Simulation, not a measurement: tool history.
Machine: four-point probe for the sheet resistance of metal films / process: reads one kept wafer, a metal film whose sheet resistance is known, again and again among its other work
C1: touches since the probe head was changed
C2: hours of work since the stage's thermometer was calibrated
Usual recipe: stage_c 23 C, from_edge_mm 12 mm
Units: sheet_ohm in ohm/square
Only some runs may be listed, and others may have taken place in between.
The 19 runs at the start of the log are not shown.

{"run": 20, "day": 17.379, "stage_c": 23, "from_edge_mm": 25, "C1": 19146, "C2": 959, "sheet_ohm": 0.535911}
{"run": 21, "day": 18.396, "stage_c": 23, "from_edge_mm": 25, "C1": 20435, "C2": 975, "sheet_ohm": 0.535991}
{"run": 22, "day": 19.367, "stage_c": 23, "from_edge_mm": 25, "C1": 21669, "C2": 990, "sheet_ohm": 0.536129}
{"run": 23, "day": 20.583, "stage_c": 22, "from_edge_mm": 9, "C1": 23211, "C2": 1008, "sheet_ohm": 0.537223}
{"run": 24, "day": 21.117, "stage_c": 22, "from_edge_mm": 9, "C1": 23882, "C2": 1016, "sheet_ohm": 0.537475}
{"run": 25, "day": 21.962, "stage_c": 19, "from_edge_mm": 53, "C1": 24957, "C2": 1029, "sheet_ohm": 0.535903}
{"run": 26, "day": 23.208, "stage_c": 29, "from_edge_mm": 11, "C1": 26535, "C2": 1048, "sheet_ohm": 0.536441}
{"run": 27, "day": 24.467, "stage_c": 34, "from_edge_mm": 21, "C1": 28130, "C2": 1068, "sheet_ohm": 0.535694}
{"run": 28, "day": 25.388, "stage_c": 21, "from_edge_mm": 55, "C1": 29299, "C2": 1082, "sheet_ohm": 0.536117}
{"run": 29, "day": 26.275, "stage_c": 19, "from_edge_mm": 23, "C1": 30422, "C2": 1095, "sheet_ohm": 0.536324}
{"run": 30, "day": 26.962, "stage_c": 32, "from_edge_mm": 19, "C1": 31296, "C2": 1106, "sheet_ohm": 0.535816}
{"run": 31, "day": 28.254, "stage_c": 32, "from_edge_mm": 19, "C1": 32933, "C2": 1125, "sheet_ohm": 0.535892}
{"run": 32, "day": 28.908, "stage_c": 32, "from_edge_mm": 19, "C1": 33760, "C2": 1135, "sheet_ohm": 0.535816}

4 ways to go on from here, each from the tool as it stands after run 32. What would each give?
{"run": "A", "day": 29.438, "stage_c": 30, "from_edge_mm": 11, "C1": 34432, "C2": 1143, "sheet_ohm": "?"}
{"run": "B", "day": 29.438, "stage_c": 18, "from_edge_mm": 6, "C1": 34432, "C2": 1143, "sheet_ohm": "?"}
{"run": "C", "day": 29.438, "stage_c": 34, "from_edge_mm": 17, "C1": 34432, "C2": 1143, "sheet_ohm": "?"}
{"run": "D", "day": 29.438, "stage_c": 30, "from_edge_mm": 59, "C1": 34432, "C2": 1143, "sheet_ohm": "?"}

run=A sheet_ohm=0.536503
run=B sheet_ohm=0.539445
run=C sheet_ohm=0.535721
run=D sheet_ohm=0.535814
Without the tool's hidden state the same runs would have given:
run=A sheet_ohm=0.536425
run=B sheet_ohm=0.539366
run=C sheet_ohm=0.535643
run=D sheet_ohm=0.535736

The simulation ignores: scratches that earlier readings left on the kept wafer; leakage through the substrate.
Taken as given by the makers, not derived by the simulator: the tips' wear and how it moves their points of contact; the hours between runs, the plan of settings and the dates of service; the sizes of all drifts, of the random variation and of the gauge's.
